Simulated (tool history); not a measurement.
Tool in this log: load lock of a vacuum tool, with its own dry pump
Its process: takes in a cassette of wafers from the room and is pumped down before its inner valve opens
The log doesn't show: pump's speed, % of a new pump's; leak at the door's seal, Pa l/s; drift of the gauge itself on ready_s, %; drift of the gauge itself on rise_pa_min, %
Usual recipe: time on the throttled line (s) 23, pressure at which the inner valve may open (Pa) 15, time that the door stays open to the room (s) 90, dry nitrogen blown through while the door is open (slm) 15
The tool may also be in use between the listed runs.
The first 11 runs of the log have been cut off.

| run | hour | time on the throttled line (s) | pressure at which the inner valve may open (Pa) | time that the door stays open to the room (s) | dry nitrogen blown through while the door is open (slm) | hours that the pump has run since its overhaul | times that the door has closed on its seal | incoming humidity of the room's air, % | time from the closed door until the inner valve may open (s) | rise of the pressure with all valves shut (Pa/min) |
|---|---|---|---|---|---|---|---|---|---|---|
| 12 | 1587.3 | 23 | 15 | 90 | 15 | 4526 | 6996 | 46.2 | 54.3 | 0.069 |
| 13 | 1776.0 | 14 | 15 | 90 | 15 | 4714 | 7356 | 44.1 | 48.4 | 0.070 |
| 14 | 1931.3 | 14 | 15 | 90 | 15 | 4869 | 7651 | 42.3 | 49.2 | 0.068 |
| 15 | 2069.4 | 14 | 15 | 90 | 15 | 5008 | 7914 | 43.4 | 49.0 | 0.074 |
| 16 | 2231.0 | 23 | 15 | 90 | 15 | 5169 | 8222 | 43.5 | 55.5 | 0.073 |
| 17 | 2408.4 | 23 | 15 | 90 | 15 | 5347 | 8560 | 41.9 | 55.3 | 0.078 |
| 18 | 2529.6 | 23 | 15 | 40 | 15 | 5468 | 8791 | 44.6 | 55.4 | 0.057 |
| 19 | 2701.4 | 35 | 15 | 43 | 36 | 5640 | 9118 | 41.0 | 63.5 | 0.047 |
| 20 | 2873.6 | 23 | 17 | 85 | 15 | 5812 | 9446 | 44.5 | 55.4 | 0.080 |
| 21 | 2980.3 | 23 | 17 | 85 | 15 | 5919 | 9649 | 46.7 | 54.3 | 0.082 |
| 22 | 3110.5 | 32 | 17 | 114 | 15 | 6049 | 9897 | 44.9 | 61.5 | 0.091 |
| 23 | 3298.1 | 32 | 17 | 26 | 42 | 6236 | 10254 | 44.6 | 61.5 | 0.055 |

Run 24 has not been measured yet. What should we expect?
| 24 | 3473.4 | 32 | 17 | 26 | 42 | 6412 | 10588 | 44.3 | ? | ? |

Run 24 produced time from the closed door until the inner valve may open (s) 62.1, rise of the pressure with all valves shut (Pa/min) 0.055.
Take away the tool's hidden state, keep the run-to-run variation as it was, and the same run would have given time from the closed door until the inner valve may open (s) 55.9, rise of the pressure with all valves shut (Pa/min) 0.015.
